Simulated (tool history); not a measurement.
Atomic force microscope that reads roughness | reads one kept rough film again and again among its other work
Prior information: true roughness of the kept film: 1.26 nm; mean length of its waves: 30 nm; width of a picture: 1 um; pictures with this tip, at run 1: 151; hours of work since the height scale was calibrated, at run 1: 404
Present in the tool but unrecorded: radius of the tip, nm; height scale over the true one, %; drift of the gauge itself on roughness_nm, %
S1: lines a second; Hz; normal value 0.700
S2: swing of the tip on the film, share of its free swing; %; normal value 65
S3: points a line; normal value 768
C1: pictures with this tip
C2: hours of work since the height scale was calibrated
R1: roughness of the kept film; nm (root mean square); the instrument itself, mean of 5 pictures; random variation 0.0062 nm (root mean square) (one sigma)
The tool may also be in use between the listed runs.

run,hour,S1,S2,S3,C1,C2,R1
1,0.0,0.700,65,768,151,404,1.096
2,16.7,0.700,65,768,177,415,1.078
# hour 34.0: new tip fitted
3,37.5,0.700,65,768,5,429,1.163
4,48.4,0.700,65,768,22,436,1.156
5,63.1,0.700,65,768,45,446,1.149
6,75.0,0.700,65,768,64,455,1.132
7,93.6,0.700,65,287,92,467,1.102
8,115.1,0.700,89,276,126,482,1.002
9,139.0,0.700,69,624,163,498,1.051
10,153.2,0.700,69,624,185,507,1.055
# hour 165.8: new tip fitted
11,169.0,0.700,69,624,5,518,1.148
12,186.0,0.700,84,624,32,529,1.100
13,201.9,2.554,81,574,56,540,0.935

Describe how what the log doesn't record of the tool's condition differs between the last listed run preceding each entry between runs and the first listed run following it.
Logged between run 2 and run 3: new tip fitted (hour 34.0)
  radius of the tip, nm: 23.9 -> 8.2; height scale over the true one, %: -0.36 -> -0.37
  difference, measured minus the result without the unlogged condition, R1: -0.101 -> -0.012 nm (root mean square)
Logged between run 10 and run 11: new tip fitted (hour 165.8)
  radius of the tip, nm: 28.6 -> 7.9; height scale over the true one, %: -0.44 -> -0.45
  difference, measured minus the result without the unlogged condition, R1: -0.126 -> -0.010 nm (root mean square)
